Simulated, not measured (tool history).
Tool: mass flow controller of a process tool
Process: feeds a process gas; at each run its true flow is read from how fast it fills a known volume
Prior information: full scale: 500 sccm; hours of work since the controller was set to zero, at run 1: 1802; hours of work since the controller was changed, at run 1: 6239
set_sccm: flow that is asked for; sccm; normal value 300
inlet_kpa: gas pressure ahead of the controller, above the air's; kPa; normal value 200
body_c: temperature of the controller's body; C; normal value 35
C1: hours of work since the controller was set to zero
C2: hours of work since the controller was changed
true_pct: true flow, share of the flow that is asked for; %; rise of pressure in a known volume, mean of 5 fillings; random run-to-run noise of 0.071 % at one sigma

Run 1, hour 0.0: usual settings; C1 1802; C2 6239. Result: true_pct 96.42 %.
Run 2, hour 194.5: usual settings; C1 1941; C2 6379. Result: true_pct 96.19 %.
Run 3, hour 350.8: usual settings; C1 2053; C2 6491. Result: true_pct 96.28 %.
Run 4, hour 607.7: usual settings but inlet_kpa 223 kPa; C1 2237; C2 6675. Result: true_pct 96.20 %.
At hour 751.3: controller exchanged for a calibrated one.
Run 5, hour 885.6: usual settings but inlet_kpa 223 kPa; C1 96; C2 96. Result: true_pct 99.86 %.
Run 6, hour 1090.0: usual settings but inlet_kpa 188 kPa; C1 243; C2 243. Result: true_pct 99.58 %.
Run 7, hour 1286.5: usual settings but set_sccm 123 sccm; C1 383; C2 383. Result: true_pct 98.42 %.
Run 8, hour 1415.8: usual settings but set_sccm 123 sccm; C1 476; C2 476. Result: true_pct 98.22 %.
Run 9, hour 1679.3: usual settings but set_sccm 123 sccm; C1 665; C2 665. Result: true_pct 98.05 %.
Run 10, hour 1908.6: usual settings but set_sccm 123 sccm; C1 829; C2 829. Result: true_pct 97.82 %.
Run 11, hour 2152.7: usual settings but set_sccm 123 sccm; C1 1004; C2 1004. Result: true_pct 97.71 %.
Run 12, hour 2300.5: usual settings but set_sccm 123 sccm; C1 1110; C2 1110. Result: true_pct 97.47 %.
Run 13, hour 2457.0: usual settings but set_sccm 123 sccm; C1 1222; C2 1222. Result: true_pct 97.43 %.
Run 14, hour 2601.2: usual settings but set_sccm 123 sccm; C1 1325; C2 1325. Result: true_pct 97.33 %.
Run 15, hour 2714.8: usual settings but set_sccm 123 sccm; C1 1407; C2 1407. Result: true_pct 97.23 %.
Run 16, hour 2872.6: usual settings but set_sccm 123 sccm; C1 1520; C2 1520. Result: true_pct 97.01 %.
Run 17, hour 3058.0: usual settings; C1 1653; C2 1653. Result: true_pct 98.75 %.
Run 18, hour 3189.2: usual settings; C1 1747; C2 1747. Result: true_pct 98.44 %.
Run 19, hour 3384.6: usual settings; C1 1887; C2 1887. Result: true_pct 98.49 %.
Run 20, hour 3627.0: usual settings but set_sccm 279 sccm, body_c 32 C; C1 2060; C2 2060. Result: true_pct 97.92 %.
Run 21, hour 3884.3: usual settings but set_sccm 371 sccm, inlet_kpa 207 kPa, body_c 30 C; C1 2245; C2 2245. Result: true_pct 98.44 %.
Run 22, hour 4044.2: usual settings but set_sccm 115 sccm, inlet_kpa 194 kPa, body_c 27 C; C1 2359; C2 2359. Result: true_pct 95.07 %.
Run 23, hour 4172.4: usual settings but set_sccm 486 sccm, body_c 36 C; C1 2451; C2 2451. Result: true_pct 99.66 %.
Run 24, hour 4361.3: usual settings but set_sccm 486 sccm, body_c 36 C; C1 2587; C2 2587. Result: true_pct 99.54 %.
Run 25, hour 4520.0: usual settings but set_sccm 65 sccm; C1 2700; C2 2700. Result: true_pct 94.02 %.
Run 26, hour 4722.5: usual settings but set_sccm 61 sccm, inlet_kpa 155 kPa; C1 2845; C2 2845. Result: true_pct 93.31 %.
Run 27, hour 4930.3: usual settings but set_sccm 256 sccm, inlet_kpa 162 kPa, body_c 21 C; C1 2994; C2 2994. Result: true_pct 95.67 %.
Run 28, hour 5078.4: usual settings but set_sccm 94 sccm, body_c 21 C; C1 3100; C2 3100. Result: true_pct 93.19 %.
Run 29, hour 5271.4: usual settings but set_sccm 167 sccm, inlet_kpa 254 kPa; C1 3239; C2 3239. Result: true_pct 96.28 %.
Run 30, hour 5474.7: usual settings but set_sccm 396 sccm, inlet_kpa 262 kPa, body_c 36 C; C1 3384; C2 3384. Result: true_pct 98.46 %.
Run 31, hour 5684.3: usual settings but set_sccm 396 sccm, inlet_kpa 277 kPa, body_c 36 C; C1 3535; C2 3535. Result: true_pct 98.64 %.
Run 32, hour 5875.0: usual settings but set_sccm 396 sccm, inlet_kpa 277 kPa, body_c 36 C; C1 3671; C2 3671. Result: true_pct 98.48 %.
Run 33, hour 5993.6: usual settings but inlet_kpa 195 kPa; C1 3756; C2 3756. Result: true_pct 97.27 %.
Run 34, hour 6235.8: usual settings but set_sccm 113 sccm, body_c 28 C; C1 3930; C2 3930. Result: true_pct 93.51 %.
Run 35, hour 6424.0: usual settings but set_sccm 113 sccm, body_c 28 C; C1 4065; C2 4065. Result: true_pct 93.40 %.
Run 36, hour 6617.6: usual settings but set_sccm 340 sccm, inlet_kpa 275 kPa, body_c 27 C; C1 4203; C2 4203. Result: true_pct 96.69 %.
Run 37, hour 6862.0: usual settings but set_sccm 375 sccm, body_c 31 C; C1 4378; C2 4378. Result: true_pct 96.93 %.
At hour 6948.5: controller's zero set anew.
Run 38, hour 7041.7: usual settings but body_c 22 C; C1 67; C2 4507. Result: true_pct 96.17 %.

Alternative continuations, all from the tool just after run 38; predict every row:
Run A, hour 7311.6: usual settings but set_sccm 52 sccm, inlet_kpa 273 kPa, body_c 29 C; C1 260; C2 4700. Result: true_pct ?.
Run B, hour 7311.6: usual settings but set_sccm 190 sccm; C1 260; C2 4700. Result: true_pct ?.
Run C, hour 7311.6: usual settings but set_sccm 152 sccm, inlet_kpa 240 kPa, body_c 28 C; C1 260; C2 4700. Result: true_pct ?.
Run D, hour 7311.6: usual settings but set_sccm 271 sccm; C1 260; C2 4700. Result: true_pct ?.

run  true_pct
  A     94.96
  B     96.73
  C     95.93
  D     97.40
Stripped of hidden state, with their random variation kept, the same runs would have yielded:
run  true_pct
  A     97.89
  B     99.06
  C     98.32
  D     99.67
